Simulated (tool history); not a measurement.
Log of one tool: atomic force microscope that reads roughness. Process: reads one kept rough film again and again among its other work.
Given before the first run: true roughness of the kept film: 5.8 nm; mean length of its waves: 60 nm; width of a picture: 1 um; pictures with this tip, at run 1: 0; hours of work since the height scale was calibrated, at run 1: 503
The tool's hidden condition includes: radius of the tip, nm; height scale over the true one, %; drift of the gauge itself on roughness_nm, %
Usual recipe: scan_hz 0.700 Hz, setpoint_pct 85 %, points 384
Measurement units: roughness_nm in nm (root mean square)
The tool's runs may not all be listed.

run	hour	scan_hz	setpoint_pct	points	pictures with this tip	hours of work since the height scale was calibrated	roughness_nm
1	0.0	0.700	85	384	0	503	5.191
2	11.5	0.700	85	384	26	511	5.216
3	21.9	0.700	85	384	49	518	5.223
4	35.9	0.700	85	384	80	528	5.251
5	54.2	0.700	63	384	120	541	5.336
# hour 70.4: new tip fitted
6	70.9	0.700	69	384	1	553	5.323
7	80.2	1.611	85	384	21	559	4.935
8	93.9	1.611	85	384	52	569	4.948
9	106.3	0.973	85	384	79	578	5.131
10	118.5	0.973	85	384	106	587	5.108
11	126.4	0.973	85	384	123	592	5.109
12	139.5	0.973	85	384	153	602	5.145
# hour 141.5: new tip fitted
13	156.4	0.700	85	384	33	613	5.194
14	173.3	2.423	56	384	70	625	5.301
15	185.2	0.654	80	384	96	634	5.282
16	195.3	2.933	61	384	119	641	5.185
# hour 212.3: new tip fitted
17	214.2	0.700	60	299	4	654	5.375
18	232.4	0.700	60	299	45	667	5.391
19	244.4	0.700	60	299	71	676	5.423
20	259.4	0.700	60	299	104	686	5.339
21	272.9	0.856	85	384	134	696	5.141
# hour 283.8: new tip fitted
22	284.6	1.414	78	609	2	704	5.144
23	300.8	1.225	63	384	38	715	5.320
24	313.4	0.884	59	518	65	724	5.396
25	325.4	0.884	59	518	92	733	5.349

Here are 5 independent what-if runs from the current tool condition. What would each one return?
A	342.9	0.700	84	326	131	745	?
B	342.9	0.884	75	518	131	745	?
C	342.9	1.576	59	518	131	745	?
D	342.9	0.884	59	377	131	745	?
E	342.9	1.680	69	906	131	745	?

run	roughness_nm
A	5.177
B	5.274
C	5.335
D	5.373
E	5.193
The same runs, with their run-to-run variation unchanged, on a tool lacking any hidden condition would have given:
run	roughness_nm
A	5.190
B	5.287
C	5.348
D	5.386
E	5.206

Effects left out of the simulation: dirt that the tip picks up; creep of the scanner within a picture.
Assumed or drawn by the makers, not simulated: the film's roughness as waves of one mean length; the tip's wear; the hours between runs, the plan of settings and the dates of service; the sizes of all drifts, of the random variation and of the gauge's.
